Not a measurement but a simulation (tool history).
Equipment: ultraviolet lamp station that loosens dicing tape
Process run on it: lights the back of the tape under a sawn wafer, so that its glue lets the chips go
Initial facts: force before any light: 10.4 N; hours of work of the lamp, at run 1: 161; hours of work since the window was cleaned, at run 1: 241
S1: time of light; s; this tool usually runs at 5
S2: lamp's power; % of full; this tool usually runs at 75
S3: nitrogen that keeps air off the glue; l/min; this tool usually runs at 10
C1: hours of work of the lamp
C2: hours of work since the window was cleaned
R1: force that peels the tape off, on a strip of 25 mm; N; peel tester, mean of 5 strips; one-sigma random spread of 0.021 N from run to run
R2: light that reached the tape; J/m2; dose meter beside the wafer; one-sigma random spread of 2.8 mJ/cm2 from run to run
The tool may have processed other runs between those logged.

| run | hour | S1 | S2 | S3 | C1 | C2 | R1 | R2 |
|---|---|---|---|---|---|---|---|---|
| 1 | 0.0 | 5 | 75 | 10 | 161 | 241 | 0.985 | 3750 |
|  | 6.7 | window cleaned of glue's vapour |
| 2 | 54.6 | 5 | 75 | 10 | 195 | 30 | 1.031 | 3770 |
| 3 | 115.2 | 5 | 75 | 10 | 233 | 68 | 1.018 | 3790 |
| 4 | 155.0 | 5 | 75 | 4 | 258 | 93 | 1.726 | 3750 |
| 5 | 193.7 | 5 | 75 | 10 | 283 | 118 | 0.992 | 3770 |
| 6 | 269.2 | 5 | 75 | 10 | 330 | 165 | 1.018 | 3790 |
| 7 | 305.5 | 2 | 75 | 10 | 353 | 188 | 4.045 | 1500 |
| 8 | 368.6 | 2 | 75 | 10 | 393 | 228 | 3.964 | 1510 |
|  | 394.9 | window cleaned of glue's vapour |
| 9 | 425.7 | 2 | 75 | 10 | 429 | 19 | 4.055 | 1510 |
| 10 | 459.9 | 5 | 82 | 10 | 450 | 41 | 0.786 | 4130 |
| 11 | 498.9 | 7 | 75 | 10 | 475 | 66 | 0.417 | 5320 |
| 12 | 551.9 | 5 | 75 | 11 | 508 | 99 | 0.968 | 3760 |
| 13 | 627.6 | 3 | 75 | 11 | 556 | 147 | 2.353 | 2280 |

What does the tool deliver on the next run?
| 14 | 677.7 | 5 | 63 | 8 | 587 | 178 | ? | ? |

{"run 14": {"R1": 1.664, "R2": 3150}}
If the tool had no hidden condition, the same run with the same run-to-run variation would have returned R1 1.661 N, R2 3150 J/m2.
